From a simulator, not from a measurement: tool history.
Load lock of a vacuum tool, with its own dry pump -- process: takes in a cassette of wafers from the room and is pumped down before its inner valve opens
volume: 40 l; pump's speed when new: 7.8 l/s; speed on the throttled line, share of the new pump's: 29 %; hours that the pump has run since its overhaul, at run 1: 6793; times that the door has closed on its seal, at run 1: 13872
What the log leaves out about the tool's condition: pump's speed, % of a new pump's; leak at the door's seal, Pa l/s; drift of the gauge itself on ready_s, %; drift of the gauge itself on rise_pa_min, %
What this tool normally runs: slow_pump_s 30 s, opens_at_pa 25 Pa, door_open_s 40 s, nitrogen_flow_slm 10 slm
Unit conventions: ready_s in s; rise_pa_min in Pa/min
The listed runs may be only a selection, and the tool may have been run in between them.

run	hour	slow_pump_s	opens_at_pa	door_open_s	nitrogen_flow_slm	hours that the pump has run since its overhaul	times that the door has closed on its seal	incoming humidity of the room's air, %	ready_s	rise_pa_min
1	0	30	25	40	10	6793	13872	45.2	65.2	0.133
2	195.9	30	25	40	10	6988	14701	45.1	66	0.14
3	348.3	30	25	40	10	7141	15346	45.8	65.5	0.148
4	511.2	30	25	40	10	7304	16036	46.2	66.2	0.167
5	722.1	30	25	40	10	7515	16929	48.6	65.2	0.172
6	903.8	30	25	40	10	7696	17699	41	66.8	0.171
7	1039.9	30	25	40	5	7832	18275	47.5	64.9	0.188
8	1232.2	30	25	40	5	8025	19089	45.8	65.6	0.196
9	1323.1	30	25	40	5	8116	19474	43.6	65.9	0.205
10	1513.9	30	25	40	5	8306	20282	45.5	65.3	0.216
11	1646.6	30	25	40	5	8439	20844	45	65.3	0.219
12	1808.2	30	25	40	5	8601	21528	42.9	66.8	0.232
13	1905.1	30	25	40	5	8698	21938	48.2	66.8	0.245
14	2047	30	34	40	10	8840	22540	46.3	64.5	0.241
15	2251.1	30	25	40	10	9044	23404	42.3	66.4	0.255
16	2347.9	53	25	40	10	9140	23813	41.3	82.2	0.261
17	2544.3	53	25	40	10	9337	24645	47.9	82.1	0.273
18	2650.3	53	25	40	10	9443	25094	42.2	81.6	0.283

Run 19 comes next. What will it give?
19	2856.7	20	49	40	10	9649	25968	43.9	?	?

Run 19 produced ready_s 55.8 s, rise_pa_min 0.293 Pa/min.
On a tool with no hidden condition, and with the same random variation, this run would have come out at ready_s 53.9 s, rise_pa_min 0.025 Pa/min.
